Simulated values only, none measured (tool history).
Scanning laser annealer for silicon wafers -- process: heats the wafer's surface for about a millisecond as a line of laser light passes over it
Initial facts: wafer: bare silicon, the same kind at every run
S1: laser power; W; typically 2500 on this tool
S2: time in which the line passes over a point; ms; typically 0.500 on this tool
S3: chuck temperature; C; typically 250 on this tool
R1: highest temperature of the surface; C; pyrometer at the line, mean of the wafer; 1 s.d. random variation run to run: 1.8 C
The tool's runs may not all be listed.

| run | hour | S1 | S2 | S3 | R1 |
|---|---|---|---|---|---|
| 1 | 0.0 | 2500 | 0.500 | 250 | 977 |
| 2 | 8.5 | 2500 | 0.500 | 250 | 979 |
| 3 | 18.9 | 2500 | 0.374 | 250 | 890 |
| 4 | 24.5 | 2500 | 0.374 | 250 | 889 |
| 5 | 35.8 | 2500 | 0.556 | 250 | 1015 |
| 6 | 45.5 | 2500 | 0.356 | 250 | 872 |
| 7 | 55.0 | 2500 | 0.356 | 250 | 870 |
| 8 | 64.9 | 2500 | 0.356 | 264 | 883 |
| 9 | 72.5 | 2500 | 0.500 | 250 | 974 |
| 10 | 80.1 | 2500 | 0.500 | 250 | 975 |
| 11 | 89.4 | 2500 | 0.500 | 250 | 975 |
| 12 | 101.3 | 2500 | 0.500 | 250 | 968 |
| 13 | 110.7 | 2500 | 0.500 | 250 | 973 |
| 14 | 118.1 | 2500 | 0.500 | 250 | 975 |
| 15 | 123.3 | 2673 | 0.500 | 250 | 1036 |
| 16 | 134.5 | 2500 | 0.500 | 241 | 967 |
| 17 | 145.6 | 2500 | 0.500 | 241 | 963 |
| 18 | 158.5 | 2500 | 0.500 | 241 | 963 |
| 19 | 168.8 | 2500 | 0.500 | 250 | 971 |
| 20 | 180.8 | 2500 | 0.500 | 250 | 970 |
| 21 | 186.9 | 2500 | 0.500 | 250 | 969 |
| 22 | 195.3 | 2500 | 0.410 | 250 | 908 |
| 23 | 208.0 | 2500 | 0.617 | 250 | 1040 |
| 24 | 213.3 | 2427 | 0.500 | 246 | 939 |
| 25 | 219.5 | 2500 | 0.389 | 252 | 894 |
| 26 | 229.2 | 2500 | 0.389 | 252 | 893 |
| 27 | 235.5 | 2721 | 0.583 | 270 | 1126 |
| 28 | 243.8 | 2549 | 0.583 | 270 | 1060 |
|  | 246.8 | window over the wafer cleaned |
| 29 | 254.6 | 2126 | 0.583 | 216 | 846 |
| 30 | 266.8 | 2500 | 0.359 | 264 | 879 |
| 31 | 272.9 | 2500 | 0.472 | 250 | 949 |
| 32 | 282.8 | 2311 | 0.616 | 275 | 988 |
| 33 | 295.6 | 2311 | 0.616 | 275 | 985 |
| 34 | 307.9 | 2311 | 0.616 | 275 | 984 |
|  | 313.3 | window over the wafer cleaned, once more |
| 35 | 322.0 | 2311 | 0.616 | 275 | 1001 |
| 36 | 333.7 | 2500 | 0.478 | 250 | 962 |
| 37 | 339.3 | 2380 | 0.478 | 256 | 926 |
| 38 | 351.6 | 2500 | 0.605 | 289 | 1083 |
| 39 | 360.1 | 2500 | 0.605 | 289 | 1083 |
| 40 | 372.0 | 2500 | 0.605 | 289 | 1080 |
| 41 | 380.5 | 2399 | 0.383 | 243 | 853 |

Predict each of these 3 candidate next runs independently; none follows another, all start after run 41:
| A | 390.3 | 2327 | 0.455 | 250 | ? |
| B | 390.3 | 2741 | 0.364 | 250 | ? |
| C | 390.3 | 2241 | 0.454 | 258 | ? |

| run | R1 |
|---|---|
| A | 884 |
| B | 951 |
| C | 863 |
With no hidden state in the tool, these same runs would have given:
| run | R1 |
|---|---|
| A | 890 |
| B | 958 |
| C | 869 |
